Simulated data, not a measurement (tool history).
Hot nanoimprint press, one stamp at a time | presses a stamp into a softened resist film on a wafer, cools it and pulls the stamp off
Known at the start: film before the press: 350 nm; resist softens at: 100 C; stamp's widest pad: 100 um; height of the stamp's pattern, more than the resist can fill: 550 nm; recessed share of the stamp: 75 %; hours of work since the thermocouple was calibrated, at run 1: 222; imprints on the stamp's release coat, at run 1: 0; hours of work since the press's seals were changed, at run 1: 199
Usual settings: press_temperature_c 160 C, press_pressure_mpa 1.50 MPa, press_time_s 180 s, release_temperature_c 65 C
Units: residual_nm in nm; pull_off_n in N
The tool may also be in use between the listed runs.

run     day  press_temperature_c  press_pressure_mpa  press_time_s  release_temperature_c  hours of work since the thermocouple was calibrated  imprints on the stamp's release coat  hours of work since the press's seals were changed  residual_nm  pull_off_n
  1   0.000                  160                1.50           180                     65                                                  222                                     0                                                 199        190.6         107
  2   1.517                  160                1.50           180                     65                                                  250                                   168                                                 227        191.9         109
  3   2.983                  160                1.50           180                     65                                                  277                                   330                                                 254        192.5         110
  4   4.121                  160                1.50           200                     65                                                  298                                   456                                                 275        187.4         116
      5.250  -- stamp cleaned and given a new release coat
  5   5.354                  160                1.50           200                     65                                                  316                                    12                                                 293        186.2         107
  6   6.996                  160                1.50           200                     65                                                  347                                   193                                                 324        190.1         113
  7   7.896                  160                1.50           200                     65                                                  364                                   293                                                 340        187.4         113
  8   9.442                  160                1.50           200                     65                                                  392                                   464                                                 369        188.4         116
     10.029  -- plate thermocouple calibrated
     10.696  -- stamp cleaned and given a new release coat
  9  10.725                  152                1.50           180                     65                                                    8                                     3                                                 386        264.2         104
 10  12.438                  152                1.50           180                     65                                                   40                                   192                                                 418        264.9         109
 11  13.850                  152                1.50           180                     65                                                   66                                   349                                                 444        266.5         112
 12  15.429                  170                1.50           180                     65                                                   95                                   523                                                 473        114.9         115
     15.946  -- stamp cleaned and given a new release coat
 13  16.629                  170                1.50           180                     65                                                  113                                    75                                                 491        117.2         108
 14  17.412                  170                1.50           180                     65                                                  128                                   162                                                 505        115.2         111
 15  18.808                  170                1.50           180                     65                                                  153                                   316                                                 531        118.1         112
 16  20.642                  149                1.50           180                     65                                                  187                                   519                                                 565        293.8         117
     21.258  -- stamp cleaned and given a new release coat
 17  22.533                  148                1.50           180                     65                                                  218                                   141                                                 595        300.4         109
 18  23.779                  154                1.29           100                     69                                                  241                                   278                                                 618        292.9         100
 19  24.546                  169                1.38           100                     69                                                  255                                   364                                                 633        162.6         103
 20  26.179                  156                1.44           180                     66                                                  285                                   544                                                 663        236.9         116
     26.508  -- stamp cleaned and given a new release coat
 21  27.950                  156                1.36           146                     66                                                  313                                   159                                                 691        254.2         108
 22  28.962                  156                1.36           146                     66                                                  332                                   271                                                 710        254.8         107
 23  30.233                  156                1.36           146                     66                                                  356                                   412                                                 733        254.6         112
     31.754  -- stamp cleaned and given a new release coat
 24  32.100                  156                1.36           146                     66                                                  386                                    38                                                 763        257.2         106
     33.017  -- plate thermocouple calibrated
 25  33.558                  156                1.36           146                     66                                                   10                                   186                                                 788        247.0         109
 26  34.396                  150                1.50           180                     65                                                   25                                   278                                                 804        284.2         111
 27  35.650                  164                1.59           151                     65                                                   49                                   417                                                 827        164.3         112
     37.138  -- stamp cleaned and given a new release coat
 28  37.571                  164                1.59           151                     65                                                   80                                    48                                                 858        162.6         107
 29  38.617                  160                2.23           346                     72                                                   99                                   164                                                 877        128.6          92

Forecast each of these 4 alternatives for the next run:
  A  40.308                  150                1.58           133                     65                                                  130                                   351                                                 908            ?           ?
  B  40.308                  149                1.74           180                     59                                                  130                                   351                                                 908            ?           ?
  C  40.308                  160                1.52           123                     65                                                  130                                   351                                                 908            ?           ?
  D  40.308                  171                1.50           324                     65                                                  130                                   351                                                 908            ?           ?

run  residual_nm  pull_off_n
  A        296.6         113
  B        284.0         129
  C        217.5         113
  D         90.6         113
Without the tool's hidden state the same runs would have given:
run  residual_nm  pull_off_n
  A        290.0         105
  B        276.0         120
  C        208.6         106
  D         85.8         106
